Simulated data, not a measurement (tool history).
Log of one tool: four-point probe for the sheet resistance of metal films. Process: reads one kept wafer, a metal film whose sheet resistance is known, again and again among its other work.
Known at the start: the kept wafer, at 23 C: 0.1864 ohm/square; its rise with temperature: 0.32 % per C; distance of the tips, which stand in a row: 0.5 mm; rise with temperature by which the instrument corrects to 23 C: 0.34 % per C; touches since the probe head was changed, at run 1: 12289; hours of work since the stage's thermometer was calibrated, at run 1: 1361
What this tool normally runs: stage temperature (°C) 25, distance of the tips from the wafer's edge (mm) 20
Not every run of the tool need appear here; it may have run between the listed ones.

| run | hour | stage temperature (°C) | distance of the tips from the wafer's edge (mm) | touches since the probe head was changed | hours of work since the stage's thermometer was calibrated | sheet resistance as the instrument gives it (ohm/square) |
|---|---|---|---|---|---|---|
| 1 | 0.0 | 25 | 20 | 12289 | 1361 | 0.187006 |
| 2 | 41.5 | 25 | 20 | 14255 | 1392 | 0.187044 |
| 3 | 68.6 | 25 | 59 | 15537 | 1412 | 0.187003 |
| 4 | 118.2 | 25 | 5 | 17886 | 1448 | 0.188002 |
| 5 | 156.8 | 25 | 20 | 19713 | 1477 | 0.187117 |
| 6 | 195.6 | 25 | 20 | 21548 | 1505 | 0.187107 |
| 7 | 237.7 | 25 | 20 | 23544 | 1536 | 0.187078 |
|  | 296.2 | stage's thermometer calibrated |
| 8 | 296.9 | 25 | 20 | 26322 | 1 | 0.187417 |
| 9 | 346.8 | 25 | 20 | 28681 | 37 | 0.187373 |
| 10 | 392.3 | 24 | 20 | 30835 | 71 | 0.187472 |
| 11 | 428.2 | 24 | 20 | 32535 | 97 | 0.187517 |
| 12 | 457.0 | 24 | 20 | 33901 | 118 | 0.187479 |
| 13 | 505.6 | 29 | 20 | 36201 | 154 | 0.187436 |
| 14 | 535.2 | 29 | 20 | 37602 | 176 | 0.187426 |
| 15 | 574.8 | 24 | 8 | 39476 | 205 | 0.187964 |
| 16 | 603.7 | 27 | 4 | 40844 | 226 | 0.189067 |
| 17 | 658.5 | 26 | 7 | 43439 | 267 | 0.188086 |
| 18 | 687.6 | 26 | 7 | 44815 | 288 | 0.188131 |
| 19 | 718.6 | 19 | 29 | 46281 | 311 | 0.187815 |
| 20 | 775.8 | 33 | 23 | 48988 | 353 | 0.187437 |
| 21 | 814.9 | 33 | 23 | 50843 | 382 | 0.187436 |

Results per run with the tool's hidden condition removed, run-to-run variation unchanged:
Unlogged tool condition in this case: inner tips' distance over the nominal, %; tips' flats over new ones', %; wafer's true temperature over the reading, C; drift of the gauge itself on sheet_ohm, %.
| run | sheet resistance as the instrument gives it (ohm/square) |
|---|---|
| 1 | 0.186401 |
| 2 | 0.186416 |
| 3 | 0.186358 |
| 4 | 0.187326 |
| 5 | 0.186421 |
| 6 | 0.186390 |
| 7 | 0.186339 |
| 8 | 0.186393 |
| 9 | 0.186322 |
| 10 | 0.186398 |
| 11 | 0.186421 |
| 12 | 0.186367 |
| 13 | 0.186297 |
| 14 | 0.186272 |
| 15 | 0.186784 |
| 16 | 0.187867 |
| 17 | 0.186861 |
| 18 | 0.186889 |
| 19 | 0.186557 |
| 20 | 0.186149 |
| 21 | 0.186124 |
